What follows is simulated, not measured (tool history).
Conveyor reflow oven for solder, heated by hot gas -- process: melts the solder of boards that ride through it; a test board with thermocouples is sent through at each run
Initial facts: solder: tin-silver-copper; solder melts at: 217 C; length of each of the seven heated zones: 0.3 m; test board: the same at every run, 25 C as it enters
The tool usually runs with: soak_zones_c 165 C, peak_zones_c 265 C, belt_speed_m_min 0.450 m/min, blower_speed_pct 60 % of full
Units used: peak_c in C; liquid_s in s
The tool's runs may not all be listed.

run,hour,soak_zones_c,peak_zones_c,belt_speed_m_min,blower_speed_pct,peak_c,liquid_s
1,0.0,165,265,0.450,60,240.0,42.7
2,18.9,165,265,0.450,56,237.4,39.8
3,35.6,165,259,0.450,60,234.7,36.0
4,47.6,165,265,0.450,60,239.0,42.3
5,62.2,165,265,0.450,60,239.1,41.9
6,78.6,165,265,0.450,60,239.5,42.2
7,90.2,165,265,0.450,60,239.2,41.8
8,101.2,165,265,0.450,60,239.1,41.3
9,122.5,165,265,0.450,60,238.9,42.1
10,138.0,165,265,0.450,60,239.0,41.8
11,147.2,165,253,0.450,79,235.3,40.1
12,165.4,165,268,0.450,79,248.2,52.5
13,176.3,165,265,0.450,69,242.2,46.4
14,196.8,165,265,0.450,69,242.2,46.1
15,212.9,165,254,0.427,70,235.2,41.2
16,225.2,177,268,0.427,57,245.1,55.4
17,242.9,177,268,0.427,57,244.7,55.5
18,252.0,177,268,0.427,57,245.1,55.5

Each row is a separate what-if for the run after 18, all from the same tool condition, not one after another. Results?
A,264.4,161,266,0.427,68,?,?
B,264.4,177,268,0.374,69,?,?
C,264.4,177,271,0.427,57,?,?
D,264.4,165,265,0.442,60,?,?
E,264.4,151,265,0.450,60,?,?

run,peak_c,liquid_s
A,243.9,48.8
B,253.1,75.2
C,247.0,58.7
D,239.4,43.2
E,235.0,33.2
Had the tool no hidden state, the same runs would have come out as:
run,peak_c,liquid_s
A,246.4,51.7
B,255.1,77.1
C,249.1,61.0
D,241.8,46.3
E,237.6,36.8

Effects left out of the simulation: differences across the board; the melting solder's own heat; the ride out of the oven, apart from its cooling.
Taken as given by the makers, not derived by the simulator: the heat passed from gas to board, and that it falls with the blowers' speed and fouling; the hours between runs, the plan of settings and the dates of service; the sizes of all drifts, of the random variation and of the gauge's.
